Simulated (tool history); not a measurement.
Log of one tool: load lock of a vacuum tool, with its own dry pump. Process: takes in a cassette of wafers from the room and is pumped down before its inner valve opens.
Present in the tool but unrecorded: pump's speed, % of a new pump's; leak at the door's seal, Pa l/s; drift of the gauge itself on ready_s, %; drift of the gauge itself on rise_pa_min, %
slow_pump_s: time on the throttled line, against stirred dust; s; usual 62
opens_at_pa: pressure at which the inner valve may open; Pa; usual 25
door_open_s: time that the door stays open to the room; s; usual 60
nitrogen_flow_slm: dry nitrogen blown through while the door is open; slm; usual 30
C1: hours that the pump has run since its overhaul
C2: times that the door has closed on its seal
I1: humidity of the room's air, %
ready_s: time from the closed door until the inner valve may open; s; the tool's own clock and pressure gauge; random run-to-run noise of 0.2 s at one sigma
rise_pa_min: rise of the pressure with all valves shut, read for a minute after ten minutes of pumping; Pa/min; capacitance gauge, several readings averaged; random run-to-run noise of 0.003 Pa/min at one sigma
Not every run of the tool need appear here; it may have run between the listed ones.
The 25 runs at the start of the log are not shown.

{"run": 26, "day": 275.554, "slow_pump_s": 62, "opens_at_pa": 23, "door_open_s": 60, "nitrogen_flow_slm": 16, "C1": 3059, "C2": 25119, "I1": 45.1, "ready_s": 95.6, "rise_pa_min": 0.313}
{"run": 27, "day": 281.925, "slow_pump_s": 62, "opens_at_pa": 23, "door_open_s": 60, "nitrogen_flow_slm": 16, "C1": 3212, "C2": 25392, "I1": 46.4, "ready_s": 95.4, "rise_pa_min": 0.317}
{"run": 28, "day": 296.921, "slow_pump_s": 49, "opens_at_pa": 23, "door_open_s": 60, "nitrogen_flow_slm": 16, "C1": 3572, "C2": 26034, "I1": 44.3, "ready_s": 84.5, "rise_pa_min": 0.334}
{"run": 29, "day": 309.642, "slow_pump_s": 60, "opens_at_pa": 25, "door_open_s": 60, "nitrogen_flow_slm": 6, "C1": 3877, "C2": 26578, "I1": 47.3, "ready_s": 93.7, "rise_pa_min": 0.344}
{"run": 30, "day": 317.054, "slow_pump_s": 60, "opens_at_pa": 25, "door_open_s": 60, "nitrogen_flow_slm": 6, "C1": 4055, "C2": 26895, "I1": 40.7, "ready_s": 93.6, "rise_pa_min": 0.357}
{"run": 31, "day": 325.925, "slow_pump_s": 62, "opens_at_pa": 43, "door_open_s": 60, "nitrogen_flow_slm": 30, "C1": 4268, "C2": 27275, "I1": 46, "ready_s": 92.7, "rise_pa_min": 0.348}
{"run": 32, "day": 334.088, "slow_pump_s": 92, "opens_at_pa": 25, "door_open_s": 86, "nitrogen_flow_slm": 30, "C1": 4464, "C2": 27624, "I1": 44.2, "ready_s": 120.5, "rise_pa_min": 0.362}
{"run": 33, "day": 347.85, "slow_pump_s": 31, "opens_at_pa": 25, "door_open_s": 62, "nitrogen_flow_slm": 30, "C1": 4794, "C2": 28213, "I1": 43.6, "ready_s": 69.8, "rise_pa_min": 0.361}
{"run": 34, "day": 361.225, "slow_pump_s": 31, "opens_at_pa": 25, "door_open_s": 62, "nitrogen_flow_slm": 30, "C1": 5115, "C2": 28785, "I1": 46.2, "ready_s": 70, "rise_pa_min": 0.367}
{"run": 35, "day": 375.267, "slow_pump_s": 62, "opens_at_pa": 43, "door_open_s": 60, "nitrogen_flow_slm": 30, "C1": 5452, "C2": 29386, "I1": 43.2, "ready_s": 92.8, "rise_pa_min": 0.381}
{"run": 36, "day": 384.829, "slow_pump_s": 33, "opens_at_pa": 36, "door_open_s": 101, "nitrogen_flow_slm": 8, "C1": 5682, "C2": 29796, "I1": 49.3, "ready_s": 69.7, "rise_pa_min": 0.412}

The next listed run, before its measurement:
{"run": 37, "day": 392.921, "slow_pump_s": 50, "opens_at_pa": 36, "door_open_s": 160, "nitrogen_flow_slm": 6, "C1": 5876, "C2": 30142, "I1": 44.1, "ready_s": "?", "rise_pa_min": "?"}

ready_s: 84.1 s
rise_pa_min: 0.45 Pa/min
Minus the tool's unlogged condition, the same run would have read ready_s 81.6 s, rise_pa_min 0.07 Pa/min.
